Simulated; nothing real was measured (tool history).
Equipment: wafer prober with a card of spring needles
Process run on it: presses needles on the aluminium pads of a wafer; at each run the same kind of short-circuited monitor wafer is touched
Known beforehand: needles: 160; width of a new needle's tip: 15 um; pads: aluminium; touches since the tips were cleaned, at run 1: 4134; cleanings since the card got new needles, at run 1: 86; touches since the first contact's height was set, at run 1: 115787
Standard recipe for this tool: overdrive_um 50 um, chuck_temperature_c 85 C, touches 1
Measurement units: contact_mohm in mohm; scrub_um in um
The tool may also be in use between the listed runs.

run	hour	overdrive_um	chuck_temperature_c	touches	touches since the tips were cleaned	cleanings since the card got new needles	touches since the first contact's height was set	contact_mohm	scrub_um
1	0	50	85	1	4134	86	115787	201	7.63
# hour 9.5: tips cleaned on abrasive film
# hour 27.5: tips cleaned on abrasive film
# hour 45.1: tips cleaned on abrasive film
2	46.1	58	85	1	445	89	136045	172	8.84
# hour 62.6: tips cleaned on abrasive film
3	75.8	58	85	1	5843	90	149119	197	8.85
# hour 79.7: tips cleaned on abrasive film
# hour 99.1: tips cleaned on abrasive film
4	102.2	50	85	2	1397	92	160696	176	7.54
# hour 116: tips cleaned on abrasive film
5	129.3	50	85	2	5876	93	172601	189	7.47
# hour 135.5: tips cleaned on abrasive film
# hour 155.3: tips cleaned on abrasive film
6	160.2	50	85	2	2173	95	186176	181	7.47
# hour 175.1: tips cleaned on abrasive film
# hour 195: tips cleaned on abrasive film
7	204.8	50	41	1	4318	97	205816	201	7.43
# hour 209.2: height of the first contact set anew
# hour 213.5: tips cleaned on abrasive film
# hour 230.5: tips cleaned on abrasive film
8	243.8	50	41	1	5869	99	15180	201	7.79
# hour 247.4: tips cleaned on abrasive film
# hour 264.6: tips cleaned on abrasive film
9	264.6	50	85	1	0	101	24272	168	7.77
# hour 282.4: tips cleaned on abrasive film
# hour 302: tips cleaned on abrasive film
10	305.7	50	85	1	1651	103	42383	183	7.74
# hour 321: tips cleaned on abrasive film
11	336.7	50	85	1	6948	104	56006	215	7.7
# hour 339.5: tips cleaned on abrasive film
# hour 356.5: tips cleaned on abrasive film
12	367.8	50	85	1	4961	106	69656	210	7.69
# hour 373.7: tips cleaned on abrasive film
# hour 390.9: tips cleaned on abrasive film
13	393.6	50	85	2	1208	108	80995	174	7.7
# hour 408.7: tips cleaned on abrasive film
14	415.4	50	85	3	2983	109	90595	176	7.65
# hour 425.7: tips cleaned on abrasive film
# hour 443.8: tips cleaned on abrasive film
# hour 460.8: tips cleaned on abrasive film
15	464.4	50	85	3	1582	112	112088	177	7.6
# hour 478.9: tips cleaned on abrasive film
16	488.5	50	85	3	4254	113	122709	176	7.57
# hour 495.9: tips cleaned on abrasive film
# hour 512.6: tips cleaned on abrasive film
# hour 529.7: tips cleaned on abrasive film
17	533.8	67	31	3	1828	116	142613	157	10.21
# hour 548: tips cleaned on abrasive film
18	563	41	85	2	6615	117	155455	212	6.13
# hour 567.2: tips cleaned on abrasive film
# hour 584.9: tips cleaned on abrasive film
19	585.5	56	35	2	264	119	165319	156	8.37
# hour 603.8: tips cleaned on abrasive film
20	606.1	50	58	1	1041	120	174394	180	7.43
# hour 623.6: tips cleaned on abrasive film
21	632.3	50	38	2	3840	121	185919	181	7.45
# hour 640.4: tips cleaned on abrasive film
# hour 658.5: tips cleaned on abrasive film
# hour 675.6: tips cleaned on abrasive film
22	678.1	45	75	2	1125	124	206016	179	6.66
# hour 682.5: height of the first contact set anew
# hour 692.9: tips cleaned on abrasive film
# hour 711.1: tips cleaned on abrasive film
23	725.2	42	31	1	6206	126	18755	221	6.54
# hour 730.5: tips cleaned on abrasive film
# hour 747.4: tips cleaned on abrasive film
24	747.4	51	29	1	0	128	28483	158	7.92
# hour 764.7: tips cleaned on abrasive film
# hour 782.1: tips cleaned on abrasive film
25	782.1	43	77	2	0	130	43735	169	6.65
# hour 801: tips cleaned on abrasive film
26	812.6	56	85	2	5116	131	57170	189	8.62
# hour 818.9: tips cleaned on abrasive film
# hour 836.4: tips cleaned on abrasive film
# hour 854: tips cleaned on abrasive film
27	854.7	37	33	3	300	134	75639	166	5.64
# hour 873.4: tips cleaned on abrasive film
28	881	55	44	2	3372	135	87246	175	8.43
# hour 890.1: tips cleaned on abrasive film
# hour 906.9: tips cleaned on abrasive film
29	908.4	50	85	2	657	137	99248	174	7.61
# hour 926.9: tips cleaned on abrasive film
30	939.1	50	85	2	5405	138	112762	191	7.61

The same runs without the tool's hidden state, with the same run-to-run variation:
What the log doesn't record here: debris on the tips, nm; way that the needles fall short of the set height, um; tips' diameter, um; drift of the gauge itself on contact_mohm, %; drift of the gauge itself on scrub_um, %.
run	contact_mohm	scrub_um
1	161	7.83
2	162	9.08
3	161	9.12
4	162	7.84
5	161	7.78
6	164	7.8
7	155	7.8
8	154	7.82
9	162	7.83
10	161	7.83
11	165	7.81
12	163	7.83
13	161	7.87
14	162	7.83
15	166	7.83
16	160	7.82
17	150	10.5
18	165	6.44
19	150	8.71
20	159	7.78
21	153	7.82
22	163	7.07
23	152	6.57
24	151	7.98
25	162	6.75
26	164	8.74
27	157	5.79
28	154	8.6
29	163	7.81
30	160	7.82
